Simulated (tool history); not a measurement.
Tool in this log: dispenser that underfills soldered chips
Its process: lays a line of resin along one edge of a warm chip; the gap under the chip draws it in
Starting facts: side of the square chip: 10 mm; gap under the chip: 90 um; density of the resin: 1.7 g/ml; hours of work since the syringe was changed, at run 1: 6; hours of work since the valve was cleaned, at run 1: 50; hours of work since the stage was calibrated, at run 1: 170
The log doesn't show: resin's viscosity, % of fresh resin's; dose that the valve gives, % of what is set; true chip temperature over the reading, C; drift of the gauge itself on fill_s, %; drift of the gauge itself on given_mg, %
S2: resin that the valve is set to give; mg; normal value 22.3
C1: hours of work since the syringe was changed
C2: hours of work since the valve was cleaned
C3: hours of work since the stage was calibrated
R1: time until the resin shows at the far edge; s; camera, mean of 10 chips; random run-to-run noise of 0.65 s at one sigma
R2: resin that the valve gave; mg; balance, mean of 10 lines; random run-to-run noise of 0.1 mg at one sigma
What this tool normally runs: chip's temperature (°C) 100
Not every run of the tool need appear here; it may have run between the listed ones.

{"run": 1, "hour": 0.0, "chip's temperature (°C)": 100, "S2": 22.3, "C1": 6, "C2": 50, "C3": 170, "R1": 82.0, "R2": 21.63}
{"hour": 4.6, "done": "new syringe of resin"}
{"run": 2, "hour": 8.0, "chip's temperature (°C)": 100, "S2": 22.3, "C1": 3, "C2": 56, "C3": 176, "R1": 67.4, "R2": 21.39}
{"run": 3, "hour": 13.9, "chip's temperature (°C)": 91, "S2": 22.3, "C1": 7, "C2": 60, "C3": 180, "R1": 129.3, "R2": 21.43}
{"hour": 17.3, "done": "new syringe of resin"}
{"run": 4, "hour": 20.5, "chip's temperature (°C)": 91, "S2": 22.3, "C1": 2, "C2": 65, "C3": 185, "R1": 101.5, "R2": 21.37}
{"run": 5, "hour": 27.7, "chip's temperature (°C)": 100, "S2": 25.4, "C1": 8, "C2": 70, "C3": 190, "R1": 85.5, "R2": 24.12}
{"hour": 30.1, "done": "new syringe of resin"}
{"run": 6, "hour": 33.6, "chip's temperature (°C)": 100, "S2": 25.4, "C1": 3, "C2": 74, "C3": 194, "R1": 65.4, "R2": 24.16}
{"run": 7, "hour": 40.0, "chip's temperature (°C)": 102, "S2": 25.4, "C1": 7, "C2": 79, "C3": 199, "R1": 77.7, "R2": 24.02}
{"hour": 42.7, "done": "new syringe of resin"}
{"run": 8, "hour": 45.2, "chip's temperature (°C)": 102, "S2": 25.4, "C1": 2, "C2": 83, "C3": 203, "R1": 57.6, "R2": 23.88}
{"run": 9, "hour": 51.4, "chip's temperature (°C)": 99, "S2": 22.3, "C1": 6, "C2": 88, "C3": 208, "R1": 84.2, "R2": 20.99}
{"hour": 55.4, "done": "new syringe of resin"}
{"run": 10, "hour": 56.0, "chip's temperature (°C)": 100, "S2": 22.3, "C1": 0, "C2": 91, "C3": 211, "R1": 60.9, "R2": 20.75}
{"hour": 59.6, "done": "dispensing valve cleaned and set on the balance"}
{"run": 11, "hour": 62.2, "chip's temperature (°C)": 100, "S2": 25.1, "C1": 4, "C2": 2, "C3": 215, "R1": 72.9, "R2": 25.02}
{"run": 12, "hour": 66.8, "chip's temperature (°C)": 100, "S2": 25.1, "C1": 8, "C2": 5, "C3": 218, "R1": 84.6, "R2": 24.89}
{"hour": 69.3, "done": "new syringe of resin"}
{"run": 13, "hour": 72.3, "chip's temperature (°C)": 87, "S2": 22.3, "C1": 2, "C2": 9, "C3": 222, "R1": 122.2, "R2": 22.22}
{"run": 14, "hour": 77.7, "chip's temperature (°C)": 87, "S2": 20.6, "C1": 6, "C2": 13, "C3": 226, "R1": 152.1, "R2": 20.29}
{"run": 15, "hour": 81.3, "chip's temperature (°C)": 100, "S2": 22.3, "C1": 9, "C2": 16, "C3": 229, "R1": 92.8, "R2": 22.04}
{"hour": 82.2, "done": "new syringe of resin"}
{"run": 16, "hour": 87.6, "chip's temperature (°C)": 100, "S2": 22.3, "C1": 4, "C2": 21, "C3": 233, "R1": 71.6, "R2": 21.89}
{"run": 17, "hour": 94.5, "chip's temperature (°C)": 100, "S2": 22.3, "C1": 9, "C2": 26, "C3": 238, "R1": 92.5, "R2": 21.9}
{"hour": 95.5, "done": "new syringe of resin"}
{"run": 18, "hour": 99.5, "chip's temperature (°C)": 100, "S2": 22.3, "C1": 3, "C2": 29, "C3": 242, "R1": 70.9, "R2": 21.71}
{"run": 19, "hour": 106.2, "chip's temperature (°C)": 100, "S2": 22.3, "C1": 8, "C2": 34, "C3": 247, "R1": 89.6, "R2": 21.55}
{"hour": 108.2, "done": "new syringe of resin"}
{"run": 20, "hour": 114.5, "chip's temperature (°C)": 100, "S2": 22.3, "C1": 5, "C2": 40, "C3": 253, "R1": 74.6, "R2": 21.56}
{"run": 21, "hour": 119.7, "chip's temperature (°C)": 115, "S2": 25.3, "C1": 9, "C2": 44, "C3": 257, "R1": 47.4, "R2": 24.44}
{"hour": 121.0, "done": "new syringe of resin"}
{"run": 22, "hour": 124.4, "chip's temperature (°C)": 115, "S2": 25.3, "C1": 3, "C2": 47, "C3": 260, "R1": 35.1, "R2": 24.43}
{"run": 23, "hour": 128.7, "chip's temperature (°C)": 115, "S2": 25.3, "C1": 6, "C2": 51, "C3": 263, "R1": 40.2, "R2": 24.38}
{"hour": 133.8, "done": "new syringe of resin"}
{"run": 24, "hour": 135.4, "chip's temperature (°C)": 115, "S2": 25.3, "C1": 1, "C2": 56, "C3": 268, "R1": 31.4, "R2": 24.16}
{"run": 25, "hour": 139.7, "chip's temperature (°C)": 110, "S2": 24.2, "C1": 4, "C2": 59, "C3": 271, "R1": 46.8, "R2": 23.14}
{"run": 26, "hour": 144.3, "chip's temperature (°C)": 110, "S2": 24.4, "C1": 8, "C2": 62, "C3": 275, "R1": 54.7, "R2": 23.19}
{"hour": 146.6, "done": "new syringe of resin"}
{"run": 27, "hour": 151.9, "chip's temperature (°C)": 110, "S2": 24.4, "C1": 4, "C2": 68, "C3": 280, "R1": 46.7, "R2": 23.18}
{"run": 28, "hour": 155.9, "chip's temperature (°C)": 110, "S2": 24.4, "C1": 7, "C2": 71, "C3": 283, "R1": 54.3, "R2": 23.07}
{"hour": 159.6, "done": "new syringe of resin"}
{"run": 29, "hour": 162.5, "chip's temperature (°C)": 88, "S2": 19.6, "C1": 2, "C2": 75, "C3": 288, "R1": 121.4, "R2": 18.39}
{"run": 30, "hour": 170.2, "chip's temperature (°C)": 88, "S2": 19.6, "C1": 8, "C2": 81, "C3": 294, "R1": 167.4, "R2": 18.42}
{"hour": 172.4, "done": "new syringe of resin"}
{"run": 31, "hour": 177.8, "chip's temperature (°C)": 88, "S2": 19.6, "C1": 4, "C2": 87, "C3": 299, "R1": 132.8, "R2": 18.4}
{"hour": 185.3, "done": "new syringe of resin"}
{"run": 32, "hour": 186.0, "chip's temperature (°C)": 105, "S2": 28.8, "C1": 1, "C2": 93, "C3": 305, "R1": 47.6, "R2": 26.52}
{"hour": 187.5, "done": "dispensing valve cleaned and set on the balance"}
{"run": 33, "hour": 192.4, "chip's temperature (°C)": 99, "S2": 23.5, "C1": 5, "C2": 4, "C3": 309, "R1": 77.6, "R2": 23.62}
{"run": 34, "hour": 196.1, "chip's temperature (°C)": 99, "S2": 23.5, "C1": 7, "C2": 6, "C3": 312, "R1": 89.3, "R2": 23.46}
{"hour": 199.4, "done": "new syringe of resin"}
{"run": 35, "hour": 202.0, "chip's temperature (°C)": 105, "S2": 21.2, "C1": 2, "C2": 11, "C3": 316, "R1": 52.9, "R2": 21.24}
{"run": 36, "hour": 209.6, "chip's temperature (°C)": 105, "S2": 21.2, "C1": 8, "C2": 16, "C3": 322, "R1": 70.6, "R2": 20.93}
{"hour": 212.4, "done": "new syringe of resin"}
{"run": 37, "hour": 217.7, "chip's temperature (°C)": 93, "S2": 22.3, "C1": 4, "C2": 22, "C3": 328, "R1": 100.2, "R2": 22.12}

Entry by entry between the runs, the difference in hidden state between the last listed run before and the first listed run after:
After run 1, before run 2: new syringe of resin (hour 4.6)
  resin's viscosity, % of fresh resin's: 137 -> 114.9; dose that the valve gives, % of what is set: 96.55 -> 96.11; true chip temperature over the reading, C: -0.49 -> -0.5
  the result without the hidden state subtracted from the measured one, R1: +23.9 -> +10.6 s; R2: -0.77 -> -0.87 mg
After run 3, before run 4: new syringe of resin (hour 17.3)
  resin's viscosity, % of fresh resin's: 143.4 -> 112.6; dose that the valve gives, % of what is set: 95.82 -> 95.51; true chip temperature over the reading, C: -0.51 -> -0.52
  the result without the hidden state subtracted from the measured one, R1: +42.1 -> +14.4 s; R2: -0.94 -> -1.01 mg
After run 5, before run 6: new syringe of resin (hour 30.1)
  resin's viscosity, % of fresh resin's: 147.9 -> 113.1; dose that the valve gives, % of what is set: 95.11 -> 94.83; true chip temperature over the reading, C: -0.53 -> -0.54
  the result without the hidden state subtracted from the measured one, R1: +29.5 -> +9.4 s; R2: -1.24 -> -1.32 mg
After run 7, before run 8: new syringe of resin (hour 42.7)
  resin's viscosity, % of fresh resin's: 144.1 -> 108.2; dose that the valve gives, % of what is set: 94.48 -> 94.23; true chip temperature over the reading, C: -0.55 -> -0.56
  the result without the hidden state subtracted from the measured one, R1: +25.4 -> +6.0 s; R2: -1.40 -> -1.46 mg
After run 9, before run 10: new syringe of resin (hour 55.4)
  resin's viscosity, % of fresh resin's: 136.7 -> 102.5; dose that the valve gives, % of what is set: 93.91 -> 93.69
  the result without the hidden state subtracted from the measured one, R1: +25.1 -> +3.8 s; R2: -1.36 -> -1.40 mg
After run 10, before run 11: dispensing valve cleaned and set on the balance (hour 59.6)
  resin's viscosity, % of fresh resin's: 102.5 -> 124.5; dose that the valve gives, % of what is set: 93.69 -> 99.6; true chip temperature over the reading, C: -0.57 -> -0.58
  the result without the hidden state subtracted from the measured one, R1: +3.8 -> +15.8 s; R2: -1.40 -> -0.11 mg
After run 12, before run 13: new syringe of resin (hour 69.3)
  resin's viscosity, % of fresh resin's: 148 -> 112.5; dose that the valve gives, % of what is set: 99.36 -> 99.09
  the result without the hidden state subtracted from the measured one, R1: +29.0 -> +16.9 s; R2: -0.16 -> -0.20 mg
After run 15, before run 16: new syringe of resin (hour 82.2)
  resin's viscosity, % of fresh resin's: 158.1 -> 122.6; dose that the valve gives, % of what is set: 98.58 -> 98.25; true chip temperature over the reading, C: -0.61 -> -0.62
  the result without the hidden state subtracted from the measured one, R1: +35.9 -> +15.0 s; R2: -0.31 -> -0.39 mg
After run 17, before run 18: new syringe of resin (hour 95.5)
  resin's viscosity, % of fresh resin's: 158.8 -> 118.1; dose that the valve gives, % of what is set: 97.87 -> 97.6; true chip temperature over the reading, C: -0.63 -> -0.64
  the result without the hidden state subtracted from the measured one, R1: +36.2 -> +12.8 s; R2: -0.48 -> -0.54 mg
After run 19, before run 20: new syringe of resin (hour 108.2)
  resin's viscosity, % of fresh resin's: 151.5 -> 127; dose that the valve gives, % of what is set: 97.24 -> 96.87; true chip temperature over the reading, C: -0.65 -> -0.66
  the result without the hidden state subtracted from the measured one, R1: +32.5 -> +17.9 s; R2: -0.62 -> -0.69 mg
After run 21, before run 22: new syringe of resin (hour 121.0)
  resin's viscosity, % of fresh resin's: 154.2 -> 113.5; dose that the valve gives, % of what is set: 96.61 -> 96.39; true chip temperature over the reading, C: -0.66 -> -0.67
  the result without the hidden state subtracted from the measured one, R1: +17.6 -> +5.1 s; R2: -0.86 -> -0.91 mg
After run 23, before run 24: new syringe of resin (hour 133.8)
  resin's viscosity, % of fresh resin's: 133.4 -> 105.9; dose that the valve gives, % of what is set: 96.14 -> 95.82; true chip temperature over the reading, C: -0.68 -> -0.69
  the result without the hidden state subtracted from the measured one, R1: +11.1 -> +2.7 s; R2: -0.97 -> -1.05 mg
After run 26, before run 27: new syringe of resin (hour 146.6)
  resin's viscosity, % of fresh resin's: 147.9 -> 122.8; dose that the valve gives, % of what is set: 95.37 -> 94.96; true chip temperature over the reading, C: -0.7 -> -0.71
  the result without the hidden state subtracted from the measured one, R1: +19.1 -> +10.1 s; R2: -1.12 -> -1.23 mg
After run 28, before run 29: new syringe of resin (hour 159.6)
  resin's viscosity, % of fresh resin's: 143 -> 112.5; dose that the valve gives, % of what is set: 94.74 -> 94.45; true chip temperature over the reading, C: -0.72 -> -0.73
  the result without the hidden state subtracted from the measured one, R1: +17.8 -> +19.4 s; R2: -1.28 -> -1.08 mg
After run 30, before run 31: new syringe of resin (hour 172.4)
  resin's viscosity, % of fresh resin's: 150.5 -> 122; dose that the valve gives, % of what is set: 93.99 -> 93.61; true chip temperature over the reading, C: -0.74 -> -0.75
  the result without the hidden state subtracted from the measured one, R1: +62.4 -> +30.3 s; R2: -1.18 -> -1.25 mg
After run 31, before run 32: new syringe of resin (hour 185.3)
  resin's viscosity, % of fresh resin's: 122 -> 102.9; dose that the valve gives, % of what is set: 93.61 -> 93.23; true chip temperature over the reading, C: -0.75 -> -0.76
  the result without the hidden state subtracted from the measured one, R1: +30.3 -> +3.0 s; R2: -1.25 -> -1.94 mg
After run 32, before run 33: dispensing valve cleaned and set on the balance (hour 187.5)
  resin's viscosity, % of fresh resin's: 102.9 -> 126; dose that the valve gives, % of what is set: 93.23 -> 100.05; true chip temperature over the reading, C: -0.76 -> -0.77
  the result without the hidden state subtracted from the measured one, R1: +3.0 -> +18.2 s; R2: -1.94 -> +0.01 mg
After run 34, before run 35: new syringe of resin (hour 199.4)
  resin's viscosity, % of fresh resin's: 145 -> 109.2; dose that the valve gives, % of what is set: 99.85 -> 99.55; true chip temperature over the reading, C: -0.78 -> -0.79
  the result without the hidden state subtracted from the measured one, R1: +29.9 -> +6.1 s; R2: -0.03 -> -0.09 mg
After run 36, before run 37: new syringe of resin (hour 212.4)
  resin's viscosity, % of fresh resin's: 145.2 -> 122; dose that the valve gives, % of what is set: 99.15 -> 98.74; true chip temperature over the reading, C: -0.8 -> -0.81
  the result without the hidden state subtracted from the measured one, R1: +23.6 -> +21.3 s; R2: -0.18 -> -0.28 mg
